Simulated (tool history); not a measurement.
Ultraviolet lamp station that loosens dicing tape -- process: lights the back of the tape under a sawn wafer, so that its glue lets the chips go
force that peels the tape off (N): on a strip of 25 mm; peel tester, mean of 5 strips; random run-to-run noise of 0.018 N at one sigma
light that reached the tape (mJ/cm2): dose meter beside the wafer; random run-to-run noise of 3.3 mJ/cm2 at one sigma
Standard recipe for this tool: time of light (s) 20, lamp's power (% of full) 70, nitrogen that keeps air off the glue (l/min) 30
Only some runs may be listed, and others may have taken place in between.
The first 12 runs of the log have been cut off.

run,hour,time of light (s),lamp's power (% of full),nitrogen that keeps air off the glue (l/min),hours of work of the lamp,hours of work since the window was cleaned,force that peels the tape off (N),light that reached the tape (mJ/cm2)
13,245.0,31,70,12,338,425,1.171,619
14,274.5,20,70,30,351,438,1.333,399
15,290.8,20,70,30,358,445,1.324,398
16,317.6,33,70,30,369,456,0.528,652
17,342.7,20,70,12,380,467,2.190,390
18,359.9,20,70,30,387,475,1.403,386
19,377.7,20,70,30,395,482,1.384,390
20,402.3,20,70,30,406,493,1.431,391
21,422.0,20,88,30,414,502,0.975,478
22,434.4,20,93,30,420,507,0.859,513

The next listed run, before its measurement:
23,462.8,30,96,30,432,519,?,?

For run 23 the tool returned force that peels the tape off (N) 0.367, light that reached the tape (mJ/cm2) 785.
With the hidden condition absent and the run-to-run variation left alone, this run would have shown force that peels the tape off (N) 0.224, light that reached the tape (mJ/cm2) 1062.
